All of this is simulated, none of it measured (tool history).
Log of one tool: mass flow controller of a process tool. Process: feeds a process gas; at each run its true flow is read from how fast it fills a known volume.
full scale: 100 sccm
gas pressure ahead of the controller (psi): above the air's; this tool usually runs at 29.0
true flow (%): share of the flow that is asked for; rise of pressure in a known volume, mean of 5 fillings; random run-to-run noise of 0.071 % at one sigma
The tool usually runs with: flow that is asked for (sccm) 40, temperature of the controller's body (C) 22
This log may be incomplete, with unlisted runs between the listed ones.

run	hour	flow that is asked for (sccm)	gas pressure ahead of the controller (psi)	temperature of the controller's body (C)	true flow (%)
1	0.0	40	29.0	22	99.80
2	403.7	40	29.0	22	99.80
3	679.4	40	21.5	22	99.17
4	999.3	40	29.0	28	99.30
5	1341.6	40	29.0	22	99.56
6	1875.7	40	29.0	22	99.48
7	2379.4	40	25.5	22	99.18
8	2906.5	89	29.0	22	99.50
9	3401.4	89	29.0	22	99.42
10	3812.5	89	29.0	22	99.33
11	4094.1	40	29.0	22	99.02
12	4403.0	40	29.0	22	98.94
13	4792.9	40	29.0	22	98.97
14	5233.0	40	29.0	22	98.66
15	5626.4	20	27.3	22	98.60
16	5951.6	20	27.3	22	98.46
17	6356.9	20	29.2	33	98.07
18	6860.3	40	27.1	22	98.38

Run 19, settings as shown, results not yet in. Your forecast:
19	7377.0	30	29.0	20	?

Run 19 measured true flow (%) 98.33.
Take away the tool's hidden state, keep the run-to-run variation as it was, and the same run would have given true flow (%) 99.81.

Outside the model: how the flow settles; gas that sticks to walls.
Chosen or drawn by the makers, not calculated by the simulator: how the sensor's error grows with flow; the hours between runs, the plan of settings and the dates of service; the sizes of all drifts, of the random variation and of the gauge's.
